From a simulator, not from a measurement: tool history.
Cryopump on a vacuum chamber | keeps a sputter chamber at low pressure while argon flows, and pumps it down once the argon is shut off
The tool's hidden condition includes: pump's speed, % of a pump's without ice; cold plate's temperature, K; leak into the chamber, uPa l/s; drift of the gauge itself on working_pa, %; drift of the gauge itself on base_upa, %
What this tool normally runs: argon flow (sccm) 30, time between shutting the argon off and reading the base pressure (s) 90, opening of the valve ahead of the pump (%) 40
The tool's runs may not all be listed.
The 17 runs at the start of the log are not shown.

run,hour,argon flow (sccm),time between shutting the argon off and reading the base pressure (s),opening of the valve ahead of the pump (%),hours of work since the pump was warmed up and emptied,hours of work since the cold head was overhauled,hours of work since the chamber's fittings were tightened,pressure while argon flows (Pa),pressure after the wait (uPa)
18,255.6,30,90,58,60,713,2535,0.0395,1.26
19,274.9,30,90,58,77,730,2552,0.0400,1.32
20,294.7,28,258,41,94,748,2569,0.0527,0.92
21,307.1,14,79,18,105,758,2580,0.0597,1.37
22,325.4,30,28,54,121,775,2596,0.0439,2.64
23,335.6,30,90,21,130,784,2605,0.1089,1.32
24,346.2,47,58,54,139,793,2614,0.0677,1.63
25,366.8,47,58,54,157,811,2633,0.0684,1.67
26,381.0,14,70,40,170,823,2645,0.0272,1.54
27,394.0,57,216,26,181,835,2656,0.1710,1.06
28,408.9,57,216,26,194,848,2670,0.1692,0.97
# hour 413.8: leaking fittings of the chamber tightened, without venting
29,424.4,30,90,24,206,860,9,0.0965,0.75
30,434.8,30,90,17,215,869,18,0.1368,0.78
31,446.1,30,90,17,225,879,28,0.1360,0.73
32,459.6,22,131,40,237,891,40,0.0438,0.62
33,469.3,22,26,15,246,899,49,0.1131,2.20
34,478.2,14,66,22,253,907,57,0.0484,1.02
35,489.5,19,22,40,263,917,67,0.0376,2.63

Alternative continuations, all from the tool just after run 35; predict every row:
A,506.0,40,53,44,278,932,81,?,?
B,506.0,15,22,40,278,932,81,?,?
C,506.0,13,110,20,278,932,81,?,?

run,pressure while argon flows (Pa),pressure after the wait (uPa)
A,0.0725,1.21
B,0.0304,2.60
C,0.0506,0.62
Stripped of hidden state, with their random variation kept, the same runs would have yielded:
run,pressure while argon flows (Pa),pressure after the wait (uPa)
A,0.0687,1.17
B,0.0290,2.56
C,0.0493,0.58
